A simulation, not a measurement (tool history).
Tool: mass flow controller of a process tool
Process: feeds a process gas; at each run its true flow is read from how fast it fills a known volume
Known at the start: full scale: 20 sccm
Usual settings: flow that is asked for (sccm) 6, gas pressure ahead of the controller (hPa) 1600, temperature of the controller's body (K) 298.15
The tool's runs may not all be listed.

run    hour  flow that is asked for (sccm)  gas pressure ahead of the controller (hPa)  temperature of the controller's body (K)  true flow (%)
  1       0                              6                                        1600                                    298.15          99.82
  2   148.5                              6                                        1600                                    298.15          99.84
  3   272.7                              6                                        1600                                    298.15          99.81
  4   439.3                              6                                        1600                                    298.15          99.95
  5   508.9                              6                                        1600                                    298.15          99.96
  6   590.5                              5                                        1600                                    298.15         100.13
  7   745.4                              5                                        1600                                    298.15          99.96
  8   838.9                              5                                        1600                                    298.15         100.07
  9   913.6                              5                                        1600                                    298.15         100.06
 10  1061.1                              6                                        1600                                    298.15         100.17
 11  1169.8                              6                                        1600                                    298.15         100.25
 12  1338.5                              6                                        1600                                    298.15         100.28
 13  1466.2                              6                                        1600                                    307.15           99.7
 14  1580.1                              3                                        1600                                    298.15         100.65
 15  1717.8                              6                                        1600                                    298.15          100.4
 16  1826.6                              6                                        1600                                    298.15         100.32
 17  1910.3                              6                                        1600                                    298.15         100.41
 18  2073.5                              9                                        1600                                    298.15         100.51
 19  2166.9                             17                                        1600                                    298.15         100.87
 20  2250.6                              7                                        1460                                    309.15          99.86
 21  2348.1                              6                                        1600                                    311.15          99.81
 22  2493.6                              6                                        1920                                    298.15         100.45
 23  2645.4                              6                                        1530                                    298.15         100.76
 24  2731.8                              6                                        1530                                    298.15         100.65
 25  2880.4                              6                                        1530                                    298.15         100.76
 26  3029.2                              4                                        1530                                    301.15         100.96
 27  3138.2                              4                                        1530                                    301.15         100.85
 28  3277.4                              4                                        1530                                    301.15          100.9
 29  3399.8                              4                                        1480                                    294.15         101.36
 30    3493                              4                                        1480                                    298.15         101.07

Measured less the same run without the tool's hidden state. The same run-to-run variation is in both; the gauge's scatter may not be:
The hidden state here: flow at rest that the sensor doesn't see, % of full scale; true flow over the shown one, %; drift of the gauge itself on true_pct, %.
run  true flow (%)
  1          +0.58
  2          +0.63
  3          +0.66
  4          +0.72
  5          +0.74
  6          +0.84
  7          +0.89
  8          +0.92
  9          +0.95
 10          +0.92
 11          +0.95
 12          +1.01
 13          +1.05
 14          +1.56
 15          +1.13
 16          +1.17
 17           +1.2
 18          +1.07
 19          +0.92
 20          +1.23
 21          +1.34
 22          +1.39
 23          +1.44
 24          +1.47
 25          +1.52
 26           +1.9
 27          +1.94
 28             +2
 29          +2.04
 30          +2.08
